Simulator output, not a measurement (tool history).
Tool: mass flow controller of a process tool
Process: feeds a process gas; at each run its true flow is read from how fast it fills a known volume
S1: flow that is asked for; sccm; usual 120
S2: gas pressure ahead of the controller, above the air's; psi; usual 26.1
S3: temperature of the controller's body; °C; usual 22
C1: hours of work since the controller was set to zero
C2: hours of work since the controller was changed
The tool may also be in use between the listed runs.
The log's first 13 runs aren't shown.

{"run": 14, "hour": 3856.4, "S1": 120, "S2": 40.3, "S3": 22, "C1": 1132, "C2": 8059, "true flow (%)": 102.3}
{"run": 15, "hour": 4187.0, "S1": 120, "S2": 40.3, "S3": 22, "C1": 1330, "C2": 8257, "true flow (%)": 102.47}
{"run": 16, "hour": 4496.9, "S1": 120, "S2": 40.3, "S3": 22, "C1": 1515, "C2": 8442, "true flow (%)": 102.52}
{"run": 17, "hour": 4699.7, "S1": 120, "S2": 40.3, "S3": 22, "C1": 1636, "C2": 8563, "true flow (%)": 102.5}
{"run": 18, "hour": 5005.5, "S1": 120, "S2": 40.3, "S3": 22, "C1": 1819, "C2": 8746, "true flow (%)": 102.65}
{"run": 19, "hour": 5336.2, "S1": 114, "S2": 26.1, "S3": 22, "C1": 2016, "C2": 8943, "true flow (%)": 102.08}
{"run": 20, "hour": 5646.9, "S1": 114, "S2": 26.1, "S3": 22, "C1": 2202, "C2": 9129, "true flow (%)": 102.17}
{"run": 21, "hour": 6006.3, "S1": 33, "S2": 26.1, "S3": 22, "C1": 2417, "C2": 9344, "true flow (%)": 102.47}
{"run": 22, "hour": 6375.2, "S1": 33, "S2": 30, "S3": 22, "C1": 2637, "C2": 9564, "true flow (%)": 102.82}
{"run": 23, "hour": 6768.5, "S1": 61, "S2": 29.6, "S3": 22, "C1": 2872, "C2": 9799, "true flow (%)": 102.42}
{"run": 24, "hour": 7011.1, "S1": 113, "S2": 20.3, "S3": 29, "C1": 3017, "C2": 9944, "true flow (%)": 101.5}
{"run": 25, "hour": 7237.1, "S1": 60, "S2": 22.2, "S3": 29, "C1": 3152, "C2": 10079, "true flow (%)": 101.55}
{"run": 26, "hour": 7487.5, "S1": 120, "S2": 40.5, "S3": 22, "C1": 3302, "C2": 10229, "true flow (%)": 103.16}
{"run": 27, "hour": 7784.4, "S1": 188, "S2": 22.6, "S3": 21, "C1": 3479, "C2": 10406, "true flow (%)": 103.09}
{"run": 28, "hour": 7978.7, "S1": 154, "S2": 22.3, "S3": 21, "C1": 3595, "C2": 10522, "true flow (%)": 102.85}
{"run": 29, "hour": 8306.1, "S1": 154, "S2": 22.3, "S3": 27, "C1": 3791, "C2": 10718, "true flow (%)": 102.36}
{"run": 30, "hour": 8569.9, "S1": 89, "S2": 36.3, "S3": 27, "C1": 3949, "C2": 10875, "true flow (%)": 102.63}
{"run": 31, "hour": 8925.4, "S1": 63, "S2": 38.9, "S3": 38, "C1": 4161, "C2": 11088, "true flow (%)": 101.82}
{"run": 32, "hour": 9123.4, "S1": 175, "S2": 38.9, "S3": 38, "C1": 4279, "C2": 11206, "true flow (%)": 102.1}
{"run": 33, "hour": 9419.4, "S1": 175, "S2": 38.9, "S3": 38, "C1": 4456, "C2": 11383, "true flow (%)": 102.16}
{"run": 34, "hour": 9585.8, "S1": 120, "S2": 26.1, "S3": 33, "C1": 4556, "C2": 11483, "true flow (%)": 101.91}

The next listed run, before its measurement:
{"run": 35, "hour": 9819.1, "S1": 120, "S2": 26.1, "S3": 33, "C1": 4695, "C2": 11622, "true flow (%)": "?"}

true flow (%): 102.03
Without the tool's hidden state the same run would have given true flow (%) 98.33.
